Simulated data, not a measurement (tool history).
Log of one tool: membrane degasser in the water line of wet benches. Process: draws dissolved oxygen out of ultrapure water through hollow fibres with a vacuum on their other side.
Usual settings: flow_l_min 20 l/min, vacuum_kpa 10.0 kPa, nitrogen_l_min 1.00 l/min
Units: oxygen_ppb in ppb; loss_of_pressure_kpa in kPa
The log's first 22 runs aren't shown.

run,day,flow_l_min,vacuum_kpa,nitrogen_l_min,hours since the membrane was changed,hours since the vacuum gauge was calibrated,hours since the vacuum lines were made tight,oxygen_ppb,loss_of_pressure_kpa
23,180.062,20,10.0,0.66,9060,6179,1320,478.0,48.70
24,190.362,20,10.0,0.66,9307,6427,1567,476.2,48.69
# day 198.204: vacuum gauge calibrated
25,199.917,15,19.3,2.52,9536,41,1796,267.9,36.40
26,209.971,20,10.0,0.48,9777,282,2038,594.3,49.13
27,219.158,20,8.5,1.21,9998,503,2258,262.9,48.72
28,228.558,16,7.5,0.97,10223,728,2484,204.2,39.34
29,237.271,16,7.5,0.97,10432,938,2693,206.2,39.00
30,245.254,20,7.5,2.27,10624,1129,2884,157.0,48.40
31,256.492,20,20.8,2.00,10894,1399,3154,460.5,49.23
32,266.571,13,13.1,1.00,11135,1641,3396,320.3,31.28

4 ways to go on from here, each from the tool as it stands after run 32. What would each give?
A,274.879,20,7.2,0.77,11335,1840,3595,?,?
B,274.879,20,10.0,0.76,11335,1840,3595,?,?
C,274.879,21,13.1,1.00,11335,1840,3595,?,?
D,274.879,18,13.1,0.53,11335,1840,3595,?,?

run,oxygen_ppb,loss_of_pressure_kpa
A,286.0,48.55
B,432.1,48.48
C,501.3,51.23
D,695.9,43.49
Without the tool's hidden state the same runs would have given:
run,oxygen_ppb,loss_of_pressure_kpa
A,285.7,48.50
B,431.8,48.43
C,500.9,51.18
D,695.6,43.44
